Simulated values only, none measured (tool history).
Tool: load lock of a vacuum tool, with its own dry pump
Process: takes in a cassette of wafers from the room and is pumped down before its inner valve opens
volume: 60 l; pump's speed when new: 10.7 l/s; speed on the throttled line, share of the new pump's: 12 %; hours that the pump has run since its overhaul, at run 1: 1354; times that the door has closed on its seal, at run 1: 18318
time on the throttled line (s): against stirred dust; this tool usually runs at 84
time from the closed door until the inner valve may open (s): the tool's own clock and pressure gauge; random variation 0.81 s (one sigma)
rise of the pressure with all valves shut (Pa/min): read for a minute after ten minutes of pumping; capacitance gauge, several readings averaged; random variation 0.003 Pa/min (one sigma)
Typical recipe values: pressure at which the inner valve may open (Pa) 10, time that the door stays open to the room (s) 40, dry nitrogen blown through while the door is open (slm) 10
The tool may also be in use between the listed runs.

run,day,time on the throttled line (s),pressure at which the inner valve may open (Pa),time that the door stays open to the room (s),dry nitrogen blown through while the door is open (slm),hours that the pump has run since its overhaul,times that the door has closed on its seal,"incoming humidity of the room's air, %",time from the closed door until the inner valve may open (s),rise of the pressure with all valves shut (Pa/min)
1,0,84,10,40,10,1354,18318,47.6,126.2,0.111
2,4.083,84,10,40,10,1452,18635,46.6,126.7,0.12
3,9.275,84,10,40,10,1577,19039,44.8,125.8,0.125
4,13.8,84,10,40,10,1686,19391,45.2,126.4,0.122
5,16.446,84,10,40,10,1749,19597,44.9,127.3,0.126
6,20.796,84,10,40,10,1854,19935,46.3,127,0.131
7,26.146,84,10,40,10,1982,20351,41.3,125,0.125
8,29.462,84,10,40,10,2062,20609,48.4,126.1,0.133
9,33.167,84,10,40,6,2150,20897,45.1,125.9,0.141
10,35.871,84,10,40,6,2215,21107,45.1,125.1,0.146
11,40.742,84,10,40,6,2332,21486,44.3,127.6,0.144
12,46.217,84,10,40,6,2464,21912,42.2,126.1,0.146
13,48.767,84,10,40,6,2525,22110,44.7,127.1,0.146
14,51.483,84,8,40,6,2590,22321,43.1,129.2,0.149
15,57.158,84,15,234,6,2726,22763,47.5,125,0.185
16,61.192,84,9,89,5,2823,23076,45.8,127.4,0.171
17,65.638,84,10,45,19,2930,23422,45.8,125.6,0.157
18,70.421,84,9,40,10,3045,23794,43,127.7,0.159
19,72.962,69,10,54,25,3106,23991,44.6,115.6,0.157
20,76.488,84,9,57,10,3190,24265,42.2,128.7,0.165
21,81.312,95,12,57,10,3306,24641,48.5,135.3,0.17
22,84.996,148,10,192,10,3394,24927,43.7,182.9,0.192
23,87.658,84,12,40,28,3458,25134,44.1,126.8,0.165
24,90.546,84,12,40,28,3528,25359,41.4,127.8,0.167
25,94.246,84,12,40,28,3616,25647,41.7,126.8,0.171
26,99.65,84,10,51,6,3746,26066,44.9,125.2,0.188

Alternative continuations, all from the tool just after run 26; predict every row:
A,102.075,60,14,40,10,3804,26255,48.4,?,?
B,102.075,108,10,86,7,3804,26255,44.8,?,?
C,102.075,84,10,209,10,3804,26255,47,?,?
D,102.075,84,10,51,7,3804,26255,45.9,?,?

run,time from the closed door until the inner valve may open (s),rise of the pressure with all valves shut (Pa/min)
A,103.4,0.179
B,147.1,0.194
C,126.3,0.2
D,127.3,0.187
Without the tool's hidden state the same runs would have given:
run,time from the closed door until the inner valve may open (s),rise of the pressure with all valves shut (Pa/min)
A,102.5,0.014
B,146.3,0.027
C,125.5,0.037
D,126.4,0.022
